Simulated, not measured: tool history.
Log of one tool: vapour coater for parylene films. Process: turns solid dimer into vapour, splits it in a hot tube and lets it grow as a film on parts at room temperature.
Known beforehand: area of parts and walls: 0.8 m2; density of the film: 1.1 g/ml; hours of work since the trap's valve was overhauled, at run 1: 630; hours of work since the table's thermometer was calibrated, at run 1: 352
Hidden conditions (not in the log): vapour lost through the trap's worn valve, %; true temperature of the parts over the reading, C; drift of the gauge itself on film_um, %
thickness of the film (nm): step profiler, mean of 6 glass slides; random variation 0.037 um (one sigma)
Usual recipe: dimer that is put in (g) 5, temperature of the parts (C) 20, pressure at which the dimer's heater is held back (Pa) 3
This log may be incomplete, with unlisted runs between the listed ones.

run,hour,dimer that is put in (g),temperature of the parts (C),pressure at which the dimer's heater is held back (Pa),hours of work since the trap's valve was overhauled,hours of work since the table's thermometer was calibrated,thickness of the film (nm)
1,0,5,20,3,630,352,3370
2,13.9,5,20,3,639,361,3380
3,25.2,5,20,3,646,368,3390
4,38.1,5,20,2.08,655,376,3480
5,52.7,5,20,2.08,664,386,3500
6,68,5,20,2.08,674,396,3410
7,78.2,5,22,3,681,403,3090
# hour 94: trap's valve overhauled
8,95.1,5,22,3,1,411,3540
9,106.9,5,20,3,8,419,3890
10,120.3,5,20,3,17,428,3800
11,128.5,5,20,3,23,433,3900
12,139.3,2,20,3,30,440,1550
13,145.9,5,20,3,34,444,3880
14,157,5,20,3,41,451,3860
15,167.8,5,20,3,48,459,3870
16,178.9,5,20,3,55,466,3850
17,190.3,5,20,3,63,473,3800
18,199.8,5,20,3,69,479,3810
# hour 202.1: table's thermometer calibrated
19,215.2,5,20,3,79,9,3870
20,227.9,5,20,3,87,17,3800
21,236.4,5,20,3,92,22,3900
22,247.4,5,20,3,100,30,3820
# hour 249.9: table's thermometer calibrated, once more
23,256.8,5,20,3,105,4,3760
24,267.7,6,13,3,112,12,6030
25,282.8,6,28,3,122,21,3250
26,290.5,3,20,3,127,27,2230
27,305.8,3,20,3,137,37,2230
28,314.6,5,23,10.19,143,42,3010
29,322.2,5,18,4.01,148,47,3900
30,329.7,3,20,2.14,153,52,2330
31,345,3,20,2.14,163,62,2260
32,358.5,3,14,3,172,71,2820
33,371.1,3,27,7.48,180,79,1560
34,387.3,4,18,3.63,190,90,3180
35,400.3,4,18,3.63,199,98,3150
36,415.5,4,18,3.63,209,108,3160
37,426.4,8,18,7.43,216,115,6000
38,441.8,8,29,4.53,226,125,3950
39,453.5,5,12,2.45,234,133,5230
40,461.8,5,12,2.45,239,138,5220
41,478.1,5,12,2.45,250,149,5120
42,487.2,5,12,2.45,256,155,5130
43,496.4,3,16,3.68,262,161,2550
44,510.7,5,15,8.42,271,170,4090
45,518.9,8,15,10.08,276,176,6500
46,534.2,2,20,3,286,186,1450

Consider 5 possible next runs. They are alternatives, not a sequence: every one starts from the tool as it was left by run 46. What does each give?
A,542.1,3,20,3,292,191,?
B,542.1,6,20,3,292,191,?
C,542.1,4,20,3,292,191,?
D,542.1,7,13,9.25,292,191,?
E,542.1,2,13,3,292,191,?

run,thickness of the film (nm)
A,2210
B,4290
C,2830
D,6160
E,1900
What these runs would have given with no unlogged condition in the tool:
run,thickness of the film (nm)
A,2330
B,4540
C,2990
D,6510
E,2010

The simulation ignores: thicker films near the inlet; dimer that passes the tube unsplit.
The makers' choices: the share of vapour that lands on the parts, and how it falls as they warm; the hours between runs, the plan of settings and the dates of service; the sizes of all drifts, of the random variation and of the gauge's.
